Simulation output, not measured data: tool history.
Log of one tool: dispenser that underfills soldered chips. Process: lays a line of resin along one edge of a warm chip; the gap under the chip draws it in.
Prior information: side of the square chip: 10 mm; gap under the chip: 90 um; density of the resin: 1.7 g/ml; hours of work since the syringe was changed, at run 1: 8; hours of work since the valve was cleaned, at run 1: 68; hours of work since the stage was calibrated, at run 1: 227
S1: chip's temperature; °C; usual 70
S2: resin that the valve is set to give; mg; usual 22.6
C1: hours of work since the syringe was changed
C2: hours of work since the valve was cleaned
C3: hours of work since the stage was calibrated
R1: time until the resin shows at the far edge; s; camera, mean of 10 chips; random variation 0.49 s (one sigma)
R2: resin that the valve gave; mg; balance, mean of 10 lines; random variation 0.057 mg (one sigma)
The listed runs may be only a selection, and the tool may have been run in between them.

| run | hour | S1 | S2 | C1 | C2 | C3 | R1 | R2 |
|---|---|---|---|---|---|---|---|---|
| 1 | 0 | 70 | 22.6 | 8 | 68 | 227 | 79.6 | 21.83 |
|  | 3.1 | new syringe of resin |
| 2 | 4.9 | 74 | 22.6 | 1 | 71 | 231 | 36.9 | 21.65 |
| 3 | 9.9 | 74 | 22.6 | 5 | 75 | 234 | 50.6 | 21.69 |
| 4 | 13 | 58 | 22.6 | 7 | 77 | 237 | 149.6 | 21.6 |
|  | 16.8 | new syringe of resin |
| 5 | 19.1 | 58 | 22.6 | 2 | 82 | 241 | 97.1 | 21.64 |
| 6 | 22.8 | 58 | 27.6 | 4 | 84 | 244 | 118 | 26.35 |
|  | 27.6 | dispensing valve cleaned and set on the balance |
| 7 | 30 | 58 | 21.5 | 9 | 2 | 248 | 173.8 | 21.58 |
|  | 31.3 | new syringe of resin |
| 8 | 34.9 | 58 | 21.5 | 3 | 5 | 252 | 101.1 | 21.39 |
| 9 | 42 | 70 | 22.6 | 8 | 10 | 257 | 78.4 | 22.49 |
|  | 44.7 | new syringe of resin |
| 10 | 48.3 | 70 | 22.6 | 3 | 15 | 261 | 53 | 22.48 |
| 11 | 55 | 70 | 22.6 | 8 | 20 | 266 | 77.3 | 22.39 |
|  | 58 | new syringe of resin |
| 12 | 58.5 | 68 | 22.6 | 0 | 22 | 269 | 48.5 | 22.35 |
| 13 | 64.3 | 78 | 22.6 | 5 | 27 | 273 | 40 | 22.37 |
| 14 | 69.5 | 63 | 25.5 | 9 | 30 | 277 | 121.7 | 25.13 |
|  | 71.4 | new syringe of resin |
| 15 | 75.1 | 60 | 22.2 | 3 | 34 | 281 | 94.2 | 21.9 |
| 16 | 80.4 | 57 | 22.2 | 7 | 38 | 285 | 155.1 | 21.9 |
|  | 85.1 | new syringe of resin |
| 17 | 86.8 | 57 | 22.2 | 1 | 43 | 289 | 98.9 | 21.78 |
| 18 | 90.7 | 83 | 28.9 | 4 | 46 | 292 | 28.3 | 28.28 |
| 19 | 95.1 | 67 | 22.8 | 7 | 49 | 295 | 92 | 22.23 |
|  | 98.4 | new syringe of resin |
| 20 | 100 | 57 | 20.5 | 1 | 52 | 299 | 99.2 | 20.06 |
| 21 | 105.1 | 71 | 20.6 | 5 | 56 | 303 | 61.3 | 20.12 |
| 22 | 109.1 | 77 | 25.8 | 8 | 59 | 306 | 53.3 | 25.13 |
|  | 111.9 | new syringe of resin |
| 23 | 116 | 77 | 25.8 | 3 | 64 | 310 | 36 | 25.14 |
| 24 | 122 | 84 | 21.9 | 7 | 68 | 315 | 37.5 | 21.13 |

Run 25 has not been measured yet. What should we expect?
|  | 125.3 | new syringe of resin |
| 25 | 127.3 | 78 | 27.3 | 1 | 72 | 319 | ? | ? |

R1: 28.9 s
R2: 26.34 mg
If the tool had no hidden condition, the same run with the same run-to-run variation would have returned R1 24 s, R2 27.26 mg.

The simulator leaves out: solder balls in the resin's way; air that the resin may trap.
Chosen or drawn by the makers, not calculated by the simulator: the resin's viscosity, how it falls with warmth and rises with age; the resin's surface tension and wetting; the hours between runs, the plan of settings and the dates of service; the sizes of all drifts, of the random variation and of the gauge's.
